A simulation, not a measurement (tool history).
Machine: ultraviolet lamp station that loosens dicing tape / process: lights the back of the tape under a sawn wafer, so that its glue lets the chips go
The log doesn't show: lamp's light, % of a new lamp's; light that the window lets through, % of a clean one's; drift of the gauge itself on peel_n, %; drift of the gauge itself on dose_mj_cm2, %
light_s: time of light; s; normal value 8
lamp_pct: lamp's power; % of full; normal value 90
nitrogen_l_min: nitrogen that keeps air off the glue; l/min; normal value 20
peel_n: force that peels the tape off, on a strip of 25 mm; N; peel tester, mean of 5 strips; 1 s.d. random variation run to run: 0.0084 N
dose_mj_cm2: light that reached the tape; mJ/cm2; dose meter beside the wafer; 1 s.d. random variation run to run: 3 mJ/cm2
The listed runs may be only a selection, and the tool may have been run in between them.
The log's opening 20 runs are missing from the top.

| run | hour | light_s | lamp_pct | nitrogen_l_min | hours of work of the lamp | hours of work since the window was cleaned | peel_n | dose_mj_cm2 |
|---|---|---|---|---|---|---|---|---|
| 21 | 182.8 | 8 | 90 | 20 | 113 | 12 | 0.430 | 392 |
| 22 | 193.9 | 8 | 90 | 12 | 119 | 18 | 0.658 | 396 |
| 23 | 200.1 | 8 | 90 | 12 | 122 | 21 | 0.669 | 399 |
| 24 | 211.3 | 12 | 97 | 8 | 128 | 27 | 0.364 | 633 |
| 25 | 219.6 | 12 | 97 | 8 | 133 | 32 | 0.383 | 635 |
|  | 221.8 | window cleaned of glue's vapour, once more |
| 26 | 231.6 | 13 | 79 | 20 | 139 | 5 | 0.243 | 623 |
| 27 | 239.1 | 13 | 79 | 20 | 144 | 10 | 0.256 | 623 |
| 28 | 244.3 | 13 | 79 | 20 | 146 | 12 | 0.239 | 622 |
| 29 | 252.8 | 6 | 83 | 20 | 151 | 17 | 0.766 | 306 |
| 30 | 258.0 | 6 | 83 | 20 | 154 | 20 | 0.799 | 305 |
| 31 | 264.9 | 11 | 64 | 20 | 158 | 24 | 0.388 | 419 |
| 32 | 271.8 | 5 | 65 | 20 | 162 | 28 | 1.747 | 198 |
| 33 | 281.6 | 11 | 90 | 33 | 167 | 33 | 0.248 | 593 |
| 34 | 287.9 | 11 | 75 | 33 | 170 | 36 | 0.256 | 497 |
| 35 | 295.2 | 4 | 85 | 18 | 174 | 40 | 1.729 | 203 |
| 36 | 305.2 | 13 | 90 | 20 | 180 | 46 | 0.230 | 702 |
| 37 | 311.8 | 7 | 68 | 7 | 183 | 49 | 1.977 | 286 |
| 38 | 320.2 | 7 | 68 | 7 | 188 | 54 | 1.967 | 285 |
| 39 | 328.8 | 7 | 68 | 7 | 193 | 59 | 2.111 | 285 |
| 40 | 336.1 | 7 | 68 | 10 | 197 | 63 | 1.512 | 281 |
| 41 | 347.2 | 8 | 64 | 20 | 203 | 69 | 0.774 | 304 |
| 42 | 352.9 | 8 | 64 | 20 | 206 | 72 | 0.801 | 300 |
| 43 | 362.6 | 8 | 97 | 20 | 211 | 77 | 0.329 | 453 |

What if the next run were any one of these 3? Each begins from the tool's condition after run 43:
| A | 373.4 | 8 | 65 | 20 | 217 | 83 | ? | ? |
| B | 373.4 | 8 | 90 | 20 | 217 | 83 | ? | ? |
| C | 373.4 | 8 | 80 | 20 | 217 | 83 | ? | ? |

| run | peel_n | dose_mj_cm2 |
|---|---|---|
| A | 0.751 | 305 |
| B | 0.380 | 421 |
| C | 0.480 | 379 |
With no hidden state in the tool, these same runs would have given:
| run | peel_n | dose_mj_cm2 |
|---|---|---|
| A | 0.629 | 331 |
| B | 0.329 | 458 |
| C | 0.408 | 412 |
